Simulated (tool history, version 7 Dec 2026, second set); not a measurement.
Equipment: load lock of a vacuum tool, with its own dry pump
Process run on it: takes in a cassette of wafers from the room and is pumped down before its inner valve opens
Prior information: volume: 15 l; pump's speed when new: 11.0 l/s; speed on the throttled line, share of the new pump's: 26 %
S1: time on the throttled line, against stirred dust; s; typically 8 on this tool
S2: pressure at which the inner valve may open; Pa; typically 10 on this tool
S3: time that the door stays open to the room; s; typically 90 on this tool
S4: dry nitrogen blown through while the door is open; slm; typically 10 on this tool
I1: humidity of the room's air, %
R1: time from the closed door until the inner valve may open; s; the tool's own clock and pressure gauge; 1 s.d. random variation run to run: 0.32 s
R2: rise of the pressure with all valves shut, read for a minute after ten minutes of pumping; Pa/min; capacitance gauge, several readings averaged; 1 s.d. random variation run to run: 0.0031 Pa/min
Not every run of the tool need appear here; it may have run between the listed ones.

run 1 hour=0 | S1=8 S2=10 S3=90 S4=10 | I1=43.4 | R1=19.6 R2=0.105
run 2 hour=151.9 | S1=8 S2=10 S3=65 S4=10 | I1=47 | R1=19.6 R2=0.109
run 3 hour=334.6 | S1=8 S2=10 S3=65 S4=10 | I1=44.2 | R1=19.8 R2=0.105
run 4 hour=545.7 | S1=8 S2=10 S3=65 S4=10 | I1=46.4 | R1=19.4 R2=0.108
run 5 hour=739.1 | S1=8 S2=10 S3=90 S4=10 | I1=45.9 | R1=20.2 R2=0.123
run 6 hour=956.3 | S1=8 S2=10 S3=90 S4=10 | I1=41.8 | R1=20.3 R2=0.121
run 7 hour=1172.5 | S1=8 S2=10 S3=90 S4=10 | I1=42.2 | R1=19.7 R2=0.126
run 8 hour=1272.8 | S1=8 S2=10 S3=32 S4=10 | I1=44 | R1=20.6 R2=0.115
run 9 hour=1402 | S1=8 S2=10 S3=32 S4=10 | I1=46 | R1=20.4 R2=0.128
run 10 hour=1610.1 | S1=8 S2=10 S3=90 S4=10 | I1=48.3 | R1=19.5 R2=0.154
run 11 hour=1808.5 | S1=8 S2=10 S3=90 S4=10 | I1=41 | R1=19.7 R2=0.143
run 12 hour=1968.9 | S1=8 S2=10 S3=90 S4=10 | I1=45.6 | R1=20 R2=0.158
run 13 hour=2158 | S1=8 S2=10 S3=90 S4=10 | I1=44 | R1=19.8 R2=0.16
run 14 hour=2317.9 | S1=8 S2=10 S3=90 S4=10 | I1=43.2 | R1=19.8 R2=0.169
run 15 hour=2476.7 | S1=8 S2=10 S3=90 S4=10 | I1=42.7 | R1=19.7 R2=0.164
run 16 hour=2599.3 | S1=8 S2=10 S3=90 S4=10 | I1=45 | R1=20.8 R2=0.174
run 17 hour=2731.9 | S1=8 S2=10 S3=90 S4=10 | I1=46.8 | R1=20.1 R2=0.185
run 18 hour=2922.5 | S1=8 S2=10 S3=90 S4=10 | I1=46.6 | R1=20.9 R2=0.184
run 19 hour=3098.6 | S1=8 S2=10 S3=90 S4=10 | I1=46.3 | R1=20.1 R2=0.197
run 20 hour=3188 | S1=8 S2=10 S3=90 S4=10 | I1=43.7 | R1=20.2 R2=0.188
run 21 hour=3343.2 | S1=8 S2=7 S3=90 S4=10 | I1=43.8 | R1=20.8 R2=0.198
run 22 hour=3534.1 | S1=8 S2=8 S3=110 S4=10 | I1=46.3 | R1=20.7 R2=0.208
run 23 hour=3629.5 | S1=8 S2=10 S3=90 S4=14 | I1=46.6 | R1=20.4 R2=0.204
run 24 hour=3793.7 | S1=8 S2=13 S3=143 S4=14 | I1=44.5 | R1=19.6 R2=0.21
run 25 hour=3988.1 | S1=6 S2=13 S3=143 S4=14 | I1=45.1 | R1=18.3 R2=0.22
run 26 hour=4140.3 | S1=7 S2=11 S3=222 S4=24 | I1=42.5 | R1=19.7 R2=0.219
run 27 hour=4304 | S1=7 S2=11 S3=222 S4=24 | I1=48.2 | R1=18.9 R2=0.226
run 28 hour=4435.6 | S1=8 S2=10 S3=109 S4=40 | I1=45.3 | R1=20.7 R2=0.208
run 29 hour=4631.9 | S1=11 S2=13 S3=90 S4=10 | I1=46.7 | R1=22 R2=0.255
run 30 hour=4826.5 | S1=11 S2=13 S3=90 S4=10 | I1=41.3 | R1=22.7 R2=0.253
run 31 hour=5030.2 | S1=12 S2=15 S3=90 S4=11 | I1=44.5 | R1=22.5 R2=0.258
run 32 hour=5182 | S1=6 S2=9 S3=90 S4=43 | I1=48 | R1=19.2 R2=0.236
run 33 hour=5318.1 | S1=6 S2=9 S3=90 S4=43 | I1=41.3 | R1=19.8 R2=0.244
run 34 hour=5513.1 | S1=6 S2=9 S3=90 S4=43 | I1=47.3 | R1=20 R2=0.247
run 35 hour=5645.9 | S1=6 S2=10 S3=87 S4=17 | I1=44 | R1=19.7 R2=0.271
run 36 hour=5782.4 | S1=8 S2=13 S3=90 S4=10 | I1=45.7 | R1=20.5 R2=0.295
run 37 hour=5897.4 | S1=9 S2=17 S3=90 S4=10 | I1=46.3 | R1=20.6 R2=0.304

Selected run-to-run steps in R1, each split into two signed amounts: the part the tool would show with no hidden state at all (from settings, incoming material and random variation), and the remainder, which goes to the hidden state together with any gauge scatter not common to the measured and the hidden-state-free results:
The hidden state here: pump's speed, % of a new pump's; leak at the door's seal, Pa l/s; drift of the gauge itself on ready_s, %; drift of the gauge itself on rise_pa_min, %.
Run 25 -> 26: S1 6 -> 7, S2 13 -> 11, S3 143 -> 222, S4 14 -> 24. R1 +1.4 s: hidden state +0.1, all else +1.3.
Run 27 -> 28: S1 7 -> 8, S2 11 -> 10, S3 222 -> 109, S4 24 -> 40. R1 +1.8 s: hidden state +0, all else +1.8.
Run 28 -> 29: S1 8 -> 11, S2 10 -> 13, S3 109 -> 90, S4 40 -> 10. R1 +1.3 s: hidden state -0.2, all else +1.5.
Run 31 -> 32: S1 12 -> 6, S2 15 -> 9, S4 11 -> 43. R1 -3.3 s: hidden state +0.5, all else -3.8.
Run 36 -> 37: S1 8 -> 9, S2 13 -> 17. R1 +0.1 s: hidden state -0.2, all else +0.3.

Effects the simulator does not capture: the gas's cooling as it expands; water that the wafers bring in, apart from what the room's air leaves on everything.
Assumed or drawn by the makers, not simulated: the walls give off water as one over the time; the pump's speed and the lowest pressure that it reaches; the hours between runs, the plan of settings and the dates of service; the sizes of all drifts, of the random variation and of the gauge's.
